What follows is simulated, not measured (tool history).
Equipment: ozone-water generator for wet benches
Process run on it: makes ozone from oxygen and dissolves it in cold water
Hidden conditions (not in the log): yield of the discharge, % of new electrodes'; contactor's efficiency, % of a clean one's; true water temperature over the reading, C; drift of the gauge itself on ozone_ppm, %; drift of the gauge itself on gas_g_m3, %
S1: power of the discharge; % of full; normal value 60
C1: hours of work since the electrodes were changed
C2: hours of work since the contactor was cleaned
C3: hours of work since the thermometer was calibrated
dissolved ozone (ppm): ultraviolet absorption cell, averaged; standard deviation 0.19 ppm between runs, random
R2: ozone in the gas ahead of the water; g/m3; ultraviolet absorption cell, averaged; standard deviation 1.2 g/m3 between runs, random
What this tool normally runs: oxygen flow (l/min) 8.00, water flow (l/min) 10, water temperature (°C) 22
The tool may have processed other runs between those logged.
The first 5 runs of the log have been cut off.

Run 6, hour 275.6: usual settings; C1 1431; C2 214; C3 999. Result: dissolved ozone (ppm) 25.6, R2 220.1 g/m3.
Run 7, hour 353.6: usual settings; C1 1491; C2 274; C3 1059. Result: dissolved ozone (ppm) 25.5, R2 220.3 g/m3.
Run 8, hour 426.5: usual settings; C1 1548; C2 331; C3 1116. Result: dissolved ozone (ppm) 25.6, R2 218.6 g/m3.
Run 9, hour 463.2: usual settings but water flow (l/min) 7; C1 1576; C2 359; C3 1144. Result: dissolved ozone (ppm) 30.7, R2 219.0 g/m3.
Run 10, hour 523.7: usual settings but water flow (l/min) 11; C1 1623; C2 406; C3 1191. Result: dissolved ozone (ppm) 24.5, R2 219.9 g/m3.
Run 11, hour 611.6: usual settings but water flow (l/min) 11; C1 1691; C2 475; C3 1259. Result: dissolved ozone (ppm) 24.2, R2 216.9 g/m3.
Run 12, hour 665.8: usual settings but water flow (l/min) 11; C1 1733; C2 517; C3 1301. Result: dissolved ozone (ppm) 24.0, R2 215.5 g/m3.
At hour 671.5: water thermometer calibrated.
Run 13, hour 711.7: usual settings but S1 53 % of full; C1 1769; C2 552; C3 31. Result: dissolved ozone (ppm) 23.4, R2 199.6 g/m3.
Run 14, hour 757.5: usual settings but S1 53 % of full; C1 1804; C2 587; C3 67. Result: dissolved ozone (ppm) 23.0, R2 198.5 g/m3.
At hour 806.6: water thermometer calibrated, once more.
Run 15, hour 809.3: usual settings but S1 53 % of full; C1 1844; C2 627; C3 2. Result: dissolved ozone (ppm) 22.9, R2 195.4 g/m3.
Run 16, hour 891.6: usual settings but S1 53 % of full; C1 1908; C2 691; C3 66. Result: dissolved ozone (ppm) 22.9, R2 200.1 g/m3.
Run 17, hour 979.0: usual settings but S1 53 % of full, oxygen flow (l/min) 5.23, water temperature (°C) 14; C1 1976; C2 759; C3 134. Result: dissolved ozone (ppm) 29.6, R2 243.8 g/m3.
Run 18, hour 1016.4: usual settings but oxygen flow (l/min) 4.16, water flow (l/min) 14, water temperature (°C) 28; C1 2005; C2 788; C3 163. Result: dissolved ozone (ppm) 19.6, R2 303.8 g/m3.
Run 19, hour 1057.5: usual settings but oxygen flow (l/min) 8.62, water flow (l/min) 14, water temperature (°C) 28; C1 2037; C2 820; C3 195. Result: dissolved ozone (ppm) 17.4, R2 209.2 g/m3.
Run 20, hour 1137.0: usual settings but S1 74 % of full, oxygen flow (l/min) 7.21, water flow (l/min) 7, water temperature (°C) 17; C1 2098; C2 881; C3 256. Result: dissolved ozone (ppm) 41.5, R2 265.7 g/m3.
Run 21, hour 1189.6: usual settings but oxygen flow (l/min) 6.76; C1 2139; C2 922; C3 297. Result: dissolved ozone (ppm) 26.1, R2 234.7 g/m3.

What will run 22 give?
Run 22, hour 1252.6: usual settings but oxygen flow (l/min) 6.76; C1 2188; C2 971; C3 346. Result: dissolved ozone (ppm) ?, R2 ?.

Run 22 yielded dissolved ozone (ppm) 26.0, R2 234.3 g/m3.
Were there no unlogged condition in the tool, this run, its random variation unchanged, would have produced dissolved ozone (ppm) 27.5, R2 246.6 g/m3.

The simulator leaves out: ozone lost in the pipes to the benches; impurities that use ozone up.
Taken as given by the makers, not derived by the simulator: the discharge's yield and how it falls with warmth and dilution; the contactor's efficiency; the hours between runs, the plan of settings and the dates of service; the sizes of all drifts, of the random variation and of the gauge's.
